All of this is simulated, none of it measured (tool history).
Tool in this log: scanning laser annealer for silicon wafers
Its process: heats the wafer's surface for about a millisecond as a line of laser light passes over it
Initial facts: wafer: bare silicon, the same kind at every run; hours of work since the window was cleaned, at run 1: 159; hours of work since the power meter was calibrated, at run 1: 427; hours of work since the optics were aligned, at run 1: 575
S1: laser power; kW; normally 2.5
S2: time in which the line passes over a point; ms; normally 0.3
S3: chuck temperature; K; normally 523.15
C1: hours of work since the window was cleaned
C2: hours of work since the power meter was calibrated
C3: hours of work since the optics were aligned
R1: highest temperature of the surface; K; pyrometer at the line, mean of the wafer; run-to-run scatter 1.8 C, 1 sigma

| run | hour | S1 | S2 | S3 | C1 | C2 | C3 | R1 |
|---|---|---|---|---|---|---|---|---|
| 1 | 0 | 2.5 | 0.3 | 523.15 | 159 | 427 | 575 | 1280.15 |
| 2 | 37.4 | 2.47 | 0.3 | 523.15 | 177 | 445 | 592 | 1266.15 |
| 3 | 89.1 | 2.47 | 0.3 | 523.15 | 201 | 469 | 617 | 1263.15 |
| 4 | 122.2 | 2.604 | 0.3 | 523.15 | 217 | 485 | 632 | 1320.15 |
| 5 | 175.6 | 2.604 | 0.3 | 523.15 | 242 | 510 | 657 | 1319.15 |
| 6 | 226.7 | 2.5 | 0.3 | 523.15 | 266 | 534 | 682 | 1273.15 |
| 7 | 270.3 | 2.5 | 0.3 | 523.15 | 287 | 555 | 702 | 1270.15 |
| 8 | 317.2 | 2.5 | 0.3 | 523.15 | 309 | 577 | 724 | 1275.15 |
| 9 | 383.4 | 2.5 | 0.3 | 523.15 | 340 | 608 | 756 | 1273.15 |
| 10 | 447.7 | 2.5 | 0.3 | 523.15 | 371 | 638 | 786 | 1272.15 |
| 11 | 507.6 | 2.5 | 0.263 | 523.15 | 399 | 667 | 814 | 1227.15 |
| 12 | 579.5 | 2.5 | 0.263 | 523.15 | 433 | 701 | 848 | 1230.15 |
| 13 | 640.1 | 2.5 | 0.263 | 523.15 | 462 | 729 | 877 | 1225.15 |
| 14 | 717.2 | 2.5 | 0.263 | 523.15 | 498 | 766 | 913 | 1223.15 |
| 15 | 768.9 | 2.5 | 0.263 | 523.15 | 522 | 790 | 938 | 1224.15 |
| 16 | 812.5 | 2.5 | 0.263 | 523.15 | 543 | 811 | 958 | 1223.15 |
| 17 | 881.7 | 2.5 | 0.309 | 523.15 | 576 | 843 | 991 | 1274.15 |
| 18 | 930 | 2.5 | 0.3 | 523.15 | 598 | 866 | 1014 | 1261.15 |
| 19 | 992.2 | 2.5 | 0.3 | 523.15 | 628 | 896 | 1043 | 1259.15 |
| 20 | 1045.6 | 2.5 | 0.3 | 523.15 | 653 | 921 | 1068 | 1260.15 |
| 21 | 1108.4 | 2.5 | 0.3 | 523.15 | 683 | 950 | 1098 | 1259.15 |
| 22 | 1146.5 | 2.696 | 0.367 | 497.15 | 701 | 968 | 1116 | 1385.15 |
| 23 | 1212.8 | 2.696 | 0.367 | 497.15 | 732 | 1000 | 1147 | 1382.15 |
|  | 1250.8 | window over the wafer cleaned |
| 24 | 1276.1 | 2.696 | 0.367 | 497.15 | 12 | 1029 | 1176 | 1396.15 |
| 25 | 1309.3 | 2.696 | 0.367 | 497.15 | 28 | 1044 | 1192 | 1394.15 |
| 26 | 1379.9 | 2.5 | 0.298 | 523.15 | 61 | 1078 | 1225 | 1268.15 |
| 27 | 1416.2 | 2.5 | 0.298 | 523.15 | 78 | 1095 | 1242 | 1268.15 |
| 28 | 1486.5 | 2.5 | 0.298 | 523.15 | 111 | 1128 | 1275 | 1266.15 |
| 29 | 1536.1 | 2.13 | 0.298 | 538.15 | 135 | 1151 | 1299 | 1138.15 |
| 30 | 1586.9 | 2.13 | 0.298 | 538.15 | 159 | 1175 | 1323 | 1140.15 |
| 31 | 1639.9 | 2.503 | 0.251 | 523.15 | 184 | 1200 | 1348 | 1212.15 |
| 32 | 1706.3 | 2.503 | 0.251 | 523.15 | 215 | 1232 | 1379 | 1212.15 |
| 33 | 1758.1 | 2.255 | 0.319 | 523.15 | 239 | 1256 | 1404 | 1193.15 |
| 34 | 1795.7 | 2.255 | 0.319 | 531.15 | 257 | 1274 | 1421 | 1195.15 |
| 35 | 1842 | 2.273 | 0.3 | 499.15 | 279 | 1296 | 1443 | 1155.15 |
| 36 | 1901.9 | 2.507 | 0.284 | 551.15 | 307 | 1324 | 1472 | 1276.15 |
| 37 | 1940.2 | 2.507 | 0.284 | 551.15 | 325 | 1342 | 1490 | 1275.15 |
| 38 | 2008.6 | 2.278 | 0.229 | 553.15 | 358 | 1374 | 1522 | 1131.15 |
| 39 | 2046.9 | 2.748 | 0.349 | 537.15 | 376 | 1392 | 1540 | 1425.15 |
| 40 | 2121.8 | 2.748 | 0.349 | 537.15 | 411 | 1428 | 1575 | 1428.15 |
| 41 | 2189 | 2.748 | 0.262 | 552.15 | 443 | 1460 | 1607 | 1337.15 |
| 42 | 2233.9 | 2.748 | 0.262 | 552.15 | 464 | 1481 | 1628 | 1338.15 |

Below are 3 alternative next runs, each starting from the tool's condition after run 42. Predict each:
|  | 2257.2 | optics aligned, line set to its width |
| A | 2273.4 | 2.256 | 0.32 | 541.15 | 480 | 1497 | 8 | ? |
|  | 2257.2 | optics aligned, line set to its width |
| B | 2273.4 | 2.128 | 0.313 | 521.15 | 480 | 1497 | 8 | ? |
|  | 2257.2 | optics aligned, line set to its width |
| C | 2273.4 | 2.254 | 0.221 | 519.15 | 480 | 1497 | 8 | ? |

| run | R1 |
|---|---|
| A | 1207.15 |
| B | 1136.15 |
| C | 1089.15 |
Take away the tool's hidden state, keep each run's random variation, and the runs would have read:
| run | R1 |
|---|---|
| A | 1230.15 |
| B | 1158.15 |
| C | 1109.15 |
